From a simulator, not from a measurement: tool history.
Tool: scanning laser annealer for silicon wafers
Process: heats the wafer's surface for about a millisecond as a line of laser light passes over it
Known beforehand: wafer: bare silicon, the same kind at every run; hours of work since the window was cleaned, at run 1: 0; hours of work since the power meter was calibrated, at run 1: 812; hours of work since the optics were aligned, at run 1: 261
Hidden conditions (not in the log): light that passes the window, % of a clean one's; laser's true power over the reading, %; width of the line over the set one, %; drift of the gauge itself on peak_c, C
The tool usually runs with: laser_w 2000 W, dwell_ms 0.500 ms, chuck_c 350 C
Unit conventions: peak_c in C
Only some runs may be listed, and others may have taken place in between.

run     day  laser_w  dwell_ms  chuck_c  hours of work since the window was cleaned  hours of work since the power meter was calibrated  hours of work since the optics were aligned  peak_c
  1   0.000     2000     0.500      350                                           0                                                 812                                          261    1162
  2   1.542     2000     0.500      350                                          25                                                 837                                          286    1159
  3   2.888     2000     0.500      350                                          46                                                 859                                          308    1161
  4   5.304     2000     0.500      355                                          85                                                 898                                          347    1161
  5   7.662     2000     0.500      355                                         123                                                 936                                          385    1156
  6   9.538     2000     0.500      353                                         153                                                 966                                          415    1151
  7  11.750     2000     0.500      364                                         189                                                1001                                          450    1162
     12.029  -- laser's power meter calibrated
  8  13.688     2137     0.500      364                                         218                                                  27                                          479    1212
  9  15.525     2137     0.500      364                                         248                                                  56                                          509    1213
 10  17.367     2155     0.500      350                                         277                                                  86                                          539    1202
 11  18.479     2155     0.500      350                                         295                                                 104                                          557    1202
 12  19.896     2155     0.500      350                                         318                                                 127                                          579    1201
     20.350  -- laser's power meter calibrated, once more
 13  22.442     1805     0.481      357                                         357                                                  34                                          618    1051
 14  24.338     1948     0.481      368                                         388                                                  64                                          649    1118
 15  25.738     1934     0.561      369                                         410                                                  87                                          671    1168
 16  27.433     2000     0.584      334                                         437                                                 114                                          699    1176
 17  28.892     1936     0.500      357                                         461                                                 137                                          722    1112
 18  30.446     1742     0.375      350                                         486                                                 162                                          747     932
 19  32.804     1831     0.371      318                                         524                                                 200                                          785     926
 20  34.583     1802     0.497      350                                         552                                                 229                                          814    1041
 21  36.208     1729     0.368      350                                         578                                                 255                                          840     920
 22  37.521     1729     0.368      350                                         600                                                 276                                          861     917
 23  39.150     2000     0.546      350                                         626                                                 302                                          887    1150

Here are 3 independent what-if runs from the current tool condition. What would each one return?
  A  40.521     2021     0.500      350                                         648                                                 324                                          909       ?
  B  40.521     2000     0.397      363                                         648                                                 324                                          909       ?
  C  40.521     2048     0.500      374                                         648                                                 324                                          909       ?

run  peak_c
  A    1123
  B    1044
  C    1158
Without the tool's hidden state the same runs would have given:
run  peak_c
  A    1181
  B    1095
  C    1217
